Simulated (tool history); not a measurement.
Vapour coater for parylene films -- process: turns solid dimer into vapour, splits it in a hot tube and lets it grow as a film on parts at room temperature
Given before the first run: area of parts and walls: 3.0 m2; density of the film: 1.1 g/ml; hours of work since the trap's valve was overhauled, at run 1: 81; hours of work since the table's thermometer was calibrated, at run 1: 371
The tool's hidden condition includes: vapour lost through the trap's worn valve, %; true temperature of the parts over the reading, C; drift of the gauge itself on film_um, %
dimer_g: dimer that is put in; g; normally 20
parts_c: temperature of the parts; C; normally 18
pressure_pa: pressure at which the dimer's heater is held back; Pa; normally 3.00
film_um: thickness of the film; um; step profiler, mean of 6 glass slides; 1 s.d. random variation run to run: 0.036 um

| run | hour | dimer_g | parts_c | pressure_pa | hours of work since the trap's valve was overhauled | hours of work since the table's thermometer was calibrated | film_um |
|---|---|---|---|---|---|---|---|
| 1 | 0.0 | 20 | 18 | 3.00 | 81 | 371 | 3.64 |
| 2 | 59.8 | 20 | 18 | 3.00 | 129 | 419 | 3.67 |
| 3 | 86.3 | 20 | 18 | 3.00 | 151 | 441 | 3.62 |
| 4 | 111.7 | 20 | 18 | 3.00 | 171 | 461 | 3.60 |
| 5 | 138.5 | 20 | 22 | 3.00 | 193 | 483 | 3.32 |
| 6 | 176.1 | 20 | 22 | 3.00 | 223 | 513 | 3.33 |
| 7 | 205.3 | 20 | 22 | 3.00 | 247 | 537 | 3.23 |
| 8 | 236.8 | 20 | 18 | 3.00 | 272 | 562 | 3.48 |
|  | 252.0 | trap's valve overhauled |
| 9 | 288.3 | 20 | 18 | 3.00 | 29 | 600 | 3.76 |
| 10 | 326.3 | 20 | 18 | 3.00 | 60 | 631 | 3.65 |
| 11 | 366.7 | 20 | 18 | 3.00 | 92 | 663 | 3.60 |
| 12 | 404.2 | 20 | 22 | 3.00 | 123 | 694 | 3.33 |
| 13 | 431.5 | 20 | 22 | 3.00 | 145 | 716 | 3.32 |
| 14 | 482.7 | 20 | 18 | 3.00 | 186 | 757 | 3.57 |
| 15 | 532.1 | 20 | 18 | 3.00 | 226 | 797 | 3.50 |
| 16 | 588.6 | 20 | 18 | 6.15 | 271 | 842 | 3.01 |
|  | 607.4 | trap's valve overhauled |
| 17 | 616.7 | 20 | 18 | 6.15 | 7 | 862 | 3.21 |
| 18 | 654.9 | 20 | 18 | 3.00 | 38 | 892 | 3.70 |
| 19 | 695.0 | 20 | 18 | 3.00 | 71 | 925 | 3.61 |
| 20 | 746.8 | 19 | 18 | 3.00 | 112 | 966 | 3.42 |
| 21 | 805.3 | 19 | 18 | 3.00 | 159 | 1013 | 3.40 |
| 22 | 835.7 | 19 | 18 | 3.00 | 184 | 1038 | 3.38 |
| 23 | 876.6 | 19 | 18 | 3.00 | 217 | 1071 | 3.43 |
| 24 | 901.5 | 19 | 18 | 3.00 | 237 | 1091 | 3.36 |

Run 25 has not been measured yet. What should we expect?
| 25 | 932.5 | 19 | 18 | 3.00 | 262 | 1116 | ? |

film_um: 3.36 um
If the tool had no hidden condition, the same run with the same run-to-run variation would have returned film_um 3.61 um.

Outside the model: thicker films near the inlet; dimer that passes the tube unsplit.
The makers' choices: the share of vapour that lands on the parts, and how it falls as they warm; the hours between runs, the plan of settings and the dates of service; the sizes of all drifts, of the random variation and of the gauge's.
